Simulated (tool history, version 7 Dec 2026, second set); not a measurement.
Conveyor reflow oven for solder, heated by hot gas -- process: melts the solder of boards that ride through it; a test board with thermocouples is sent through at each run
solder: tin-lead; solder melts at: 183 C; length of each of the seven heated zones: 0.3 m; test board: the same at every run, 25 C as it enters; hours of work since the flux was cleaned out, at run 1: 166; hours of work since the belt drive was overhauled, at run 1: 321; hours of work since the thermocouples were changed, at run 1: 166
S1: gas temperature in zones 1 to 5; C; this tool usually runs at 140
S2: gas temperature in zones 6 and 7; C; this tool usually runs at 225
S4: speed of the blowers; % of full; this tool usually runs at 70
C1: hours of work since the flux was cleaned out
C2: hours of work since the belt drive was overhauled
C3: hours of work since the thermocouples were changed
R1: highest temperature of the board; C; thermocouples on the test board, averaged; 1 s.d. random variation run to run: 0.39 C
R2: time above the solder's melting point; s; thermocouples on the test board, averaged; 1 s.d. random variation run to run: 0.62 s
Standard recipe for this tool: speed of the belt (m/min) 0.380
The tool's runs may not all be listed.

{"run": 1, "hour": 0.0, "S1": 140, "S2": 225, "speed of the belt (m/min)": 0.38, "S4": 70, "C1": 166, "C2": 321, "C3": 166, "R1": 206.6, "R2": 59.4}
{"run": 2, "hour": 33.0, "S1": 140, "S2": 225, "speed of the belt (m/min)": 0.38, "S4": 70, "C1": 184, "C2": 339, "C3": 184, "R1": 206.8, "R2": 59.3}
{"run": 3, "hour": 87.7, "S1": 140, "S2": 225, "speed of the belt (m/min)": 0.38, "S4": 70, "C1": 213, "C2": 369, "C3": 213, "R1": 205.5, "R2": 58.2}
{"run": 4, "hour": 134.8, "S1": 140, "S2": 225, "speed of the belt (m/min)": 0.38, "S4": 70, "C1": 239, "C2": 395, "C3": 239, "R1": 206.7, "R2": 57.5}
{"run": 5, "hour": 160.0, "S1": 140, "S2": 234, "speed of the belt (m/min)": 0.38, "S4": 70, "C1": 253, "C2": 409, "C3": 253, "R1": 213.7, "R2": 65.8}
{"run": 6, "hour": 203.5, "S1": 140, "S2": 234, "speed of the belt (m/min)": 0.38, "S4": 70, "C1": 277, "C2": 432, "C3": 277, "R1": 213.0, "R2": 68.0}
{"run": 7, "hour": 251.9, "S1": 140, "S2": 225, "speed of the belt (m/min)": 0.38, "S4": 55, "C1": 303, "C2": 459, "C3": 303, "R1": 201.1, "R2": 49.6}
{"run": 8, "hour": 304.3, "S1": 140, "S2": 225, "speed of the belt (m/min)": 0.38, "S4": 70, "C1": 331, "C2": 487, "C3": 331, "R1": 205.0, "R2": 57.4}
{"run": 9, "hour": 336.6, "S1": 140, "S2": 225, "speed of the belt (m/min)": 0.38, "S4": 70, "C1": 349, "C2": 505, "C3": 349, "R1": 205.7, "R2": 56.2}
{"run": 10, "hour": 384.6, "S1": 140, "S2": 225, "speed of the belt (m/min)": 0.38, "S4": 70, "C1": 375, "C2": 531, "C3": 375, "R1": 205.1, "R2": 56.2}
{"run": 11, "hour": 432.9, "S1": 140, "S2": 225, "speed of the belt (m/min)": 0.38, "S4": 70, "C1": 401, "C2": 557, "C3": 401, "R1": 205.3, "R2": 56.8}
{"run": 12, "hour": 468.6, "S1": 140, "S2": 225, "speed of the belt (m/min)": 0.415, "S4": 70, "C1": 421, "C2": 577, "C3": 421, "R1": 201.6, "R2": 46.0}
{"run": 13, "hour": 499.2, "S1": 140, "S2": 225, "speed of the belt (m/min)": 0.415, "S4": 70, "C1": 438, "C2": 593, "C3": 438, "R1": 201.4, "R2": 46.7}
{"run": 14, "hour": 552.2, "S1": 140, "S2": 225, "speed of the belt (m/min)": 0.415, "S4": 70, "C1": 466, "C2": 622, "C3": 466, "R1": 201.4, "R2": 44.7}
{"run": 15, "hour": 577.8, "S1": 140, "S2": 225, "speed of the belt (m/min)": 0.38, "S4": 70, "C1": 480, "C2": 636, "C3": 480, "R1": 204.1, "R2": 57.3}
{"hour": 613.0, "done": "flux residue cleaned out of gas plates and filters"}
{"run": 16, "hour": 636.2, "S1": 140, "S2": 234, "speed of the belt (m/min)": 0.38, "S4": 70, "C1": 13, "C2": 665, "C3": 509, "R1": 214.0, "R2": 70.3}
{"hour": 662.1, "done": "thermocouples of zones 6 and 7 changed"}
{"run": 17, "hour": 678.4, "S1": 140, "S2": 234, "speed of the belt (m/min)": 0.38, "S4": 70, "C1": 35, "C2": 687, "C3": 9, "R1": 215.8, "R2": 71.0}
{"run": 18, "hour": 726.2, "S1": 140, "S2": 234, "speed of the belt (m/min)": 0.38, "S4": 70, "C1": 61, "C2": 713, "C3": 35, "R1": 215.6, "R2": 70.6}
{"run": 19, "hour": 766.1, "S1": 140, "S2": 234, "speed of the belt (m/min)": 0.38, "S4": 70, "C1": 82, "C2": 735, "C3": 57, "R1": 215.2, "R2": 70.2}
{"run": 20, "hour": 806.1, "S1": 141, "S2": 222, "speed of the belt (m/min)": 0.34, "S4": 51, "C1": 104, "C2": 757, "C3": 78, "R1": 203.1, "R2": 61.6}
{"run": 21, "hour": 850.3, "S1": 126, "S2": 239, "speed of the belt (m/min)": 0.34, "S4": 70, "C1": 128, "C2": 781, "C3": 102, "R1": 220.5, "R2": 79.5}
{"run": 22, "hour": 873.8, "S1": 126, "S2": 239, "speed of the belt (m/min)": 0.34, "S4": 62, "C1": 141, "C2": 793, "C3": 115, "R1": 218.9, "R2": 75.1}
{"run": 23, "hour": 919.7, "S1": 126, "S2": 239, "speed of the belt (m/min)": 0.34, "S4": 62, "C1": 166, "C2": 818, "C3": 140, "R1": 217.3, "R2": 75.5}
{"run": 24, "hour": 956.4, "S1": 140, "S2": 231, "speed of the belt (m/min)": 0.329, "S4": 77, "C1": 186, "C2": 838, "C3": 160, "R1": 219.0, "R2": 86.7}
{"run": 25, "hour": 999.7, "S1": 140, "S2": 226, "speed of the belt (m/min)": 0.4, "S4": 70, "C1": 209, "C2": 862, "C3": 184, "R1": 205.6, "R2": 56.1}
{"run": 26, "hour": 1033.6, "S1": 140, "S2": 226, "speed of the belt (m/min)": 0.4, "S4": 70, "C1": 228, "C2": 881, "C3": 202, "R1": 206.9, "R2": 55.3}
{"run": 27, "hour": 1071.6, "S1": 147, "S2": 234, "speed of the belt (m/min)": 0.387, "S4": 70, "C1": 249, "C2": 901, "C3": 223, "R1": 215.5, "R2": 72.0}
{"run": 28, "hour": 1123.7, "S1": 147, "S2": 234, "speed of the belt (m/min)": 0.387, "S4": 71, "C1": 277, "C2": 930, "C3": 251, "R1": 215.2, "R2": 73.0}
{"run": 29, "hour": 1150.3, "S1": 147, "S2": 234, "speed of the belt (m/min)": 0.387, "S4": 71, "C1": 291, "C2": 944, "C3": 266, "R1": 215.8, "R2": 72.4}
{"run": 30, "hour": 1196.7, "S1": 131, "S2": 225, "speed of the belt (m/min)": 0.317, "S4": 77, "C1": 317, "C2": 969, "C3": 291, "R1": 211.4, "R2": 77.7}
{"run": 31, "hour": 1241.7, "S1": 146, "S2": 239, "speed of the belt (m/min)": 0.341, "S4": 77, "C1": 341, "C2": 994, "C3": 316, "R1": 224.5, "R2": 92.0}

Forecast each of these 4 alternatives for the next run:
{"run": "A", "hour": 1278.1, "S1": 133, "S2": 217, "speed of the belt (m/min)": 0.341, "S4": 80, "C1": 361, "C2": 1014, "C3": 335, "R1": "?", "R2": "?"}
{"run": "B", "hour": 1278.1, "S1": 150, "S2": 239, "speed of the belt (m/min)": 0.341, "S4": 77, "C1": 361, "C2": 1014, "C3": 335, "R1": "?", "R2": "?"}
{"run": "C", "hour": 1278.1, "S1": 140, "S2": 225, "speed of the belt (m/min)": 0.38, "S4": 57, "C1": 361, "C2": 1014, "C3": 335, "R1": "?", "R2": "?"}
{"run": "D", "hour": 1278.1, "S1": 154, "S2": 225, "speed of the belt (m/min)": 0.38, "S4": 70, "C1": 361, "C2": 1014, "C3": 335, "R1": "?", "R2": "?"}

run=A R1=203.1 R2=60.7
run=B R1=225.3 R2=94.1
run=C R1=202.8 R2=51.8
run=D R1=208.1 R2=70.2
Without the tool's unlogged condition, the same runs would have read:
run=A R1=204.4 R2=62.1
run=B R1=226.6 R2=93.0
run=C R1=203.9 R2=52.7
run=D R1=209.3 R2=70.4
